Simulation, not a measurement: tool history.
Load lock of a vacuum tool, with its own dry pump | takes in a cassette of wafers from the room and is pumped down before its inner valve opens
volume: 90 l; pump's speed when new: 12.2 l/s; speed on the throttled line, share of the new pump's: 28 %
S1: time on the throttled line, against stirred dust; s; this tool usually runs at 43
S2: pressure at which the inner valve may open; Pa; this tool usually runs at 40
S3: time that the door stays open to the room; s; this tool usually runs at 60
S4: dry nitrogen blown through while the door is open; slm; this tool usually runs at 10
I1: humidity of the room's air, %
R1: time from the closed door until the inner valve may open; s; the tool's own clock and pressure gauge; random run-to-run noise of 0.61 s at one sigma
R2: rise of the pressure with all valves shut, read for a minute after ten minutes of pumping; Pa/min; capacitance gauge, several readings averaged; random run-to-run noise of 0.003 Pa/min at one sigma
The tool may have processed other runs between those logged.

run 1 hour=0 | S1=43 S2=40 S3=60 S4=10 | I1=42.2 | R1=89.3 R2=0.018
run 2 hour=114.5 | S1=43 S2=40 S3=60 S4=10 | I1=46.7 | R1=88.6 R2=0.015
run 3 hour=231 | S1=43 S2=40 S3=60 S4=10 | I1=50.3 | R1=88.6 R2=0.014
run 4 hour=373 | S1=43 S2=40 S3=60 S4=10 | I1=44.7 | R1=89 R2=0.014
run 5 hour=509.2 | S1=43 S2=47 S3=60 S4=10 | I1=43.6 | R1=87.4 R2=0.017
run 6 hour=635.6 | S1=43 S2=47 S3=60 S4=10 | I1=44.1 | R1=87.2 R2=0.02
run 7 hour=756.5 | S1=43 S2=47 S3=60 S4=10 | I1=46.4 | R1=88.5 R2=0.015
run 8 hour=838.6 | S1=43 S2=47 S3=60 S4=10 | I1=49.5 | R1=88.1 R2=0.018
run 9 hour=920.5 | S1=43 S2=47 S3=60 S4=10 | I1=45.2 | R1=87.4 R2=0.019
run 10 hour=1003.9 | S1=43 S2=47 S3=60 S4=10 | I1=47.2 | R1=88.8 R2=0.018
run 11 hour=1117.2 | S1=43 S2=47 S3=60 S4=10 | I1=44.3 | R1=87.8 R2=0.012
run 12 hour=1228.3 | S1=43 S2=47 S3=60 S4=10 | I1=48.6 | R1=88.6 R2=0.022
run 13 hour=1293.1 | S1=43 S2=30 S3=60 S4=10 | I1=47.2 | R1=91.5 R2=0.02
run 14 hour=1372.6 | S1=43 S2=40 S3=60 S4=10 | I1=41.9 | R1=90 R2=0.013
run 15 hour=1448.4 | S1=43 S2=40 S3=60 S4=10 | I1=43.9 | R1=89.5 R2=0.017
run 16 hour=1534.9 | S1=43 S2=40 S3=60 S4=10 | I1=44 | R1=89.3 R2=0.016
run 17 hour=1652.2 | S1=43 S2=40 S3=60 S4=10 | I1=45.9 | R1=89.3 R2=0.019
run 18 hour=1776.1 | S1=49 S2=40 S3=60 S4=10 | I1=46.4 | R1=93.5 R2=0.017
run 19 hour=1918.4 | S1=49 S2=80 S3=69 S4=19 | I1=43.4 | R1=88.6 R2=0.01
run 20 hour=2012.5 | S1=37 S2=80 S3=106 S4=18 | I1=43.9 | R1=79.2 R2=0.017
run 21 hour=2085.1 | S1=37 S2=80 S3=106 S4=18 | I1=44.2 | R1=79.7 R2=0.017
run 22 hour=2216.9 | S1=37 S2=80 S3=106 S4=18 | I1=44.4 | R1=80.7 R2=0.015
run 23 hour=2340.7 | S1=60 S2=80 S3=51 S4=18 | I1=46.2 | R1=95.8 R2=0.013
run 24 hour=2407.1 | S1=31 S2=50 S3=86 S4=10 | I1=40.8 | R1=77.9 R2=0.021
run 25 hour=2533.4 | S1=31 S2=50 S3=86 S4=10 | I1=42.8 | R1=78.8 R2=0.019
run 26 hour=2605.6 | S1=44 S2=33 S3=60 S4=10 | I1=47 | R1=90.8 R2=0.016
run 27 hour=2740.1 | S1=31 S2=61 S3=150 S4=10 | I1=49.1 | R1=77.1 R2=0.027
run 28 hour=2803.3 | S1=30 S2=67 S3=89 S4=5 | I1=44.9 | R1=75.4 R2=0.02
run 29 hour=2912.5 | S1=30 S2=67 S3=89 S4=5 | I1=46.9 | R1=76.6 R2=0.026
run 30 hour=2995.7 | S1=30 S2=67 S3=89 S4=5 | I1=45.1 | R1=75.8 R2=0.023
run 31 hour=3100.3 | S1=64 S2=72 S3=47 S4=27 | I1=45.7 | R1=100.2 R2=0.008
run 32 hour=3174.1 | S1=64 S2=72 S3=47 S4=27 | I1=43.5 | R1=99.5 R2=0.006
run 33 hour=3272.8 | S1=64 S2=29 S3=52 S4=27 | I1=43.6 | R1=106.6 R2=0.011
run 34 hour=3345.1 | S1=31 S2=30 S3=44 S4=10 | I1=46.3 | R1=82.3 R2=0.013
run 35 hour=3445.6 | S1=43 S2=59 S3=184 S4=43 | I1=47.1 | R1=86.2 R2=0.019
run 36 hour=3568.7 | S1=43 S2=29 S3=88 S4=42 | I1=45.4 | R1=92.1 R2=0.008

Here are 5 independent what-if runs from the current tool condition. What would each one return?
run A hour=3691.5 | S1=48 S2=40 S3=60 S4=10 | I1=38.1 | R1=? R2=?
run B hour=3691.5 | S1=43 S2=78 S3=32 S4=6 | I1=46.2 | R1=? R2=?
run C hour=3691.5 | S1=33 S2=38 S3=60 S4=32 | I1=42.7 | R1=? R2=?
run D hour=3691.5 | S1=42 S2=40 S3=60 S4=8 | I1=44.2 | R1=? R2=?
run E hour=3691.5 | S1=23 S2=54 S3=130 S4=42 | I1=44.7 | R1=? R2=?

run=A R1=92.7 R2=0.016
run=B R1=84.2 R2=0.01
run=C R1=82.1 R2=0.01
run=D R1=88.2 R2=0.016
run=E R1=72 R2=0.013
Without the tool's hidden state the same runs would have given:
run=A R1=92.7 R2=0.016
run=B R1=84.2 R2=0.01
run=C R1=82.1 R2=0.009
run=D R1=88.1 R2=0.016
run=E R1=72 R2=0.013

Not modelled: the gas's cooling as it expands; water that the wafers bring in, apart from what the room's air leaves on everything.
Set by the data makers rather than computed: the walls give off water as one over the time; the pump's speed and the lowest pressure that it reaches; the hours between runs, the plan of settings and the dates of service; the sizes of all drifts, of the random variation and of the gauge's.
